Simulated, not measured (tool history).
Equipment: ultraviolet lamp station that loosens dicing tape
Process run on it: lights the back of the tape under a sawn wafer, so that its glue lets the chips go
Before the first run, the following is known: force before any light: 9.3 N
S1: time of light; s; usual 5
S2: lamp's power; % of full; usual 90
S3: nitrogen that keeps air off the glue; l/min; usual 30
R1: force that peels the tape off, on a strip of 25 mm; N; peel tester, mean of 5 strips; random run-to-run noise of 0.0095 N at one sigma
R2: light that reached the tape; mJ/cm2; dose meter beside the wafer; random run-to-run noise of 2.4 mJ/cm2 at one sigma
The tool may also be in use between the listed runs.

Run 1, day 0: usual settings. Result: R1 0.395 N, R2 259 mJ/cm2.
Run 2, day 1.958: usual settings but S3 24 l/min. Result: R1 0.497 N, R2 262 mJ/cm2.
Run 3, day 3.546: usual settings but S3 24 l/min. Result: R1 0.5 N, R2 258 mJ/cm2.
Run 4, day 5.754: usual settings but S3 24 l/min. Result: R1 0.493 N, R2 257 mJ/cm2.
Run 5, day 8.304: usual settings but S3 24 l/min. Result: R1 0.471 N, R2 257 mJ/cm2.
Run 6, day 9.821: usual settings but S3 24 l/min. Result: R1 0.506 N, R2 260 mJ/cm2.
Run 7, day 12.083: usual settings but S1 3 s, S3 24 l/min. Result: R1 1.384 N, R2 154 mJ/cm2.
Run 8, day 14.017: usual settings but S1 3 s, S3 24 l/min. Result: R1 1.39 N, R2 152 mJ/cm2.
Run 9, day 15.162: usual settings but S1 3 s, S3 24 l/min. Result: R1 1.427 N, R2 159 mJ/cm2.
At day 15.917: lamp changed.
Run 10, day 16.671: usual settings but S2 66 % of full. Result: R1 0.775 N, R2 193 mJ/cm2.
At day 18.442: window cleaned of glue's vapour.
Run 11, day 18.788: usual settings but S2 66 % of full. Result: R1 0.765 N, R2 190 mJ/cm2.
Run 12, day 20.625: usual settings but S1 3 s, S2 94 % of full. Result: R1 1.043 N, R2 163 mJ/cm2.
Run 13, day 21.892: usual settings but S1 3 s. Result: R1 1.204 N, R2 153 mJ/cm2.
Run 14, day 23.417: usual settings but S1 3 s. Result: R1 1.166 N, R2 156 mJ/cm2.
Run 15, day 24.921: usual settings but S1 3 s, S2 93 % of full, S3 25 l/min. Result: R1 1.266 N, R2 161 mJ/cm2.
Run 16, day 26.071: usual settings but S1 2 s, S2 85 % of full, S3 25 l/min. Result: R1 2.676 N, R2 101 mJ/cm2.
Run 17, day 27.217: usual settings but S1 3 s, S2 73 % of full, S3 10 l/min. Result: R1 3.149 N, R2 129 mJ/cm2.
Run 18, day 29.167: usual settings but S2 71 % of full, S3 17 l/min. Result: R1 1.091 N, R2 206 mJ/cm2.

What does the tool deliver on the next run?
Run 19, day 31.667: usual settings but S1 7 s, S2 62 % of full, S3 44 l/min. Result: R1 ?, R2 ?.

{"run 19": {"R1": 0.328, "R2": 252}}
Take away the tool's hidden state, keep the run-to-run variation as it was, and the same run would have given R1 0.328 N, R2 252 mJ/cm2.
